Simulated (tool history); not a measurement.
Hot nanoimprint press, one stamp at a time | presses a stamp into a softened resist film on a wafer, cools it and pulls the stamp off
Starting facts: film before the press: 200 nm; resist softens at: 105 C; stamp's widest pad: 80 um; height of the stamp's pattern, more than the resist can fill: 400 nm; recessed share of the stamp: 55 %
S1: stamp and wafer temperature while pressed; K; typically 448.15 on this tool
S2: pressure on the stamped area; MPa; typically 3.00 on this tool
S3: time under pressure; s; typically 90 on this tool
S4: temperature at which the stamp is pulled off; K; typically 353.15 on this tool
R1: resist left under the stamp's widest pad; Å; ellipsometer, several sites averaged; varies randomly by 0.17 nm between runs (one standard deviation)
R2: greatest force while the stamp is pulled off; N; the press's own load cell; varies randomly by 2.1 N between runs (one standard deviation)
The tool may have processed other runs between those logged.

run,hour,S1,S2,S3,S4,R1,R2
1,0.0,448.15,3.00,90,353.15,797,240
2,43.4,448.15,3.00,90,353.15,799,252
# hour 75.1: stamp cleaned and given a new release coat
3,107.8,448.15,2.09,90,353.15,946,224
4,146.7,448.15,2.09,90,353.15,949,225
5,203.7,448.15,3.00,90,353.15,806,239
6,240.7,448.15,3.00,90,353.15,808,245
7,301.2,448.15,3.00,90,358.15,812,231
# hour 310.7: stamp cleaned and given a new release coat
8,364.2,448.15,4.20,90,358.15,691,207
9,427.6,448.15,4.20,90,358.15,692,216
10,492.0,448.15,3.00,90,350.15,820,263
# hour 546.6: stamp cleaned and given a new release coat
11,551.2,448.15,3.00,90,350.15,820,235
# hour 597.1: plate thermocouple calibrated
12,619.3,456.15,3.00,90,353.15,590,228
13,680.3,456.15,3.00,90,353.15,588,235
# hour 750.0: press's hydraulic seals changed and the load cell set to zero
14,750.5,442.15,3.00,90,353.15,998,251
# hour 795.3: stamp cleaned and given a new release coat
15,824.4,442.15,3.00,90,353.15,998,224
16,855.2,442.15,3.00,90,353.15,1000,226
17,890.4,455.15,4.15,90,353.15,509,230
18,950.4,444.15,3.00,90,340.15,932,302
19,1005.4,444.15,3.00,90,340.15,936,314
# hour 1034.3: stamp cleaned and given a new release coat
20,1047.8,444.15,3.00,90,340.15,940,278
21,1080.3,454.15,3.00,49,350.15,810,237
22,1135.3,454.15,3.00,49,350.15,811,248
# hour 1196.7: plate thermocouple calibrated
23,1206.0,438.15,2.02,65,350.15,1465,258
# hour 1271.0: stamp cleaned and given a new release coat
24,1276.9,445.15,3.00,90,353.15,898,222
25,1323.0,448.15,3.50,149,353.15,608,229
26,1389.5,448.15,3.50,79,351.15,793,244
27,1440.1,449.15,1.98,79,351.15,993,255
28,1487.2,449.15,1.98,79,351.15,993,266
# hour 1507.3: stamp cleaned and given a new release coat
29,1553.9,449.15,1.98,79,351.15,994,234
30,1594.1,453.15,4.00,100,341.15,557,286

Consider 3 possible next runs. They are alternatives, not a sequence: every one starts from the tool as it was left by run 30. What does each give?
A,1646.0,448.15,3.00,103,346.15,?,?
B,1646.0,442.15,2.69,90,353.15,?,?
C,1646.0,455.15,2.64,151,353.15,?,?

run,R1,R2
A,779,275
B,1079,241
C,535,242
With the hidden condition removed and each run's random variation left untouched, the same runs would have given:
run,R1,R2
A,750,246
B,1044,215
C,516,216

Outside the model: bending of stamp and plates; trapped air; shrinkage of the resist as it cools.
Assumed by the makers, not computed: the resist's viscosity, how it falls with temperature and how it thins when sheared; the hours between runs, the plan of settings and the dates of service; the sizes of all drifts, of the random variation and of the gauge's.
